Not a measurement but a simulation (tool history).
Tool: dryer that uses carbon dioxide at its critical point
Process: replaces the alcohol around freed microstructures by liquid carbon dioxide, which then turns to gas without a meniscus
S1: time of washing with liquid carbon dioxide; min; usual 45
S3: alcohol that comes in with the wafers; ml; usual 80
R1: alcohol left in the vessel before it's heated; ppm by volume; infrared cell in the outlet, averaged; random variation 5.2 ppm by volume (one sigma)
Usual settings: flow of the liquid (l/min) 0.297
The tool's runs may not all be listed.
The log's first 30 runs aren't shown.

run 31 hour=254.6 | S1=65 flow_of_the_liquid_(l/min)=0.297 S3=48 | R1=43
run 32 hour=260.6 | S1=45 flow_of_the_liquid_(l/min)=0.204 S3=37 | R1=472
run 33 hour=274 | S1=50 flow_of_the_liquid_(l/min)=0.5 S3=59 | R1=32
run 34 hour=282.8 | S1=45 flow_of_the_liquid_(l/min)=0.216 S3=80 | R1=760
run 35 hour=292.1 | S1=45 flow_of_the_liquid_(l/min)=0.216 S3=80 | R1=745
run 36 hour=304.6 | S1=34 flow_of_the_liquid_(l/min)=0.216 S3=80 | R1=2069
run 37 hour=312.3 | S1=34 flow_of_the_liquid_(l/min)=0.216 S3=80 | R1=1922
run 38 hour=325.7 | S1=45 flow_of_the_liquid_(l/min)=0.297 S3=38 | R1=107
run 39 hour=332 | S1=45 flow_of_the_liquid_(l/min)=0.297 S3=38 | R1=122
run 40 hour=344.5 | S1=45 flow_of_the_liquid_(l/min)=0.246 S3=94 | R1=530
run 41 hour=353.7 | S1=46 flow_of_the_liquid_(l/min)=0.445 S3=24 | R1=40
run 42 hour=366.6 | S1=46 flow_of_the_liquid_(l/min)=0.445 S3=24 | R1=48
run 43 hour=378.3 | S1=68 flow_of_the_liquid_(l/min)=0.234 S3=68 | R1=98
run 44 hour=388.1 | S1=68 flow_of_the_liquid_(l/min)=0.234 S3=68 | R1=97
run 45 hour=397.2 | S1=68 flow_of_the_liquid_(l/min)=0.234 S3=68 | R1=109
run 46 hour=402.9 | S1=41 flow_of_the_liquid_(l/min)=0.264 S3=26 | R1=203
run 47 hour=408.4 | S1=45 flow_of_the_liquid_(l/min)=0.215 S3=113 | R1=1145

Forecast each of these 4 alternatives for the next run:
run A hour=420.1 | S1=37 flow_of_the_liquid_(l/min)=0.321 S3=59 | R1=?
run B hour=420.1 | S1=54 flow_of_the_liquid_(l/min)=0.312 S3=113 | R1=?
run C hour=420.1 | S1=47 flow_of_the_liquid_(l/min)=0.297 S3=80 | R1=?
run D hour=420.1 | S1=55 flow_of_the_liquid_(l/min)=0.418 S3=92 | R1=?

run=A R1=273
run=B R1=101
run=C R1=178
run=D R1=60
Without the tool's hidden state the same runs would have given:
run=A R1=147
run=B R1=31
run=C R1=80
run=D R1=14
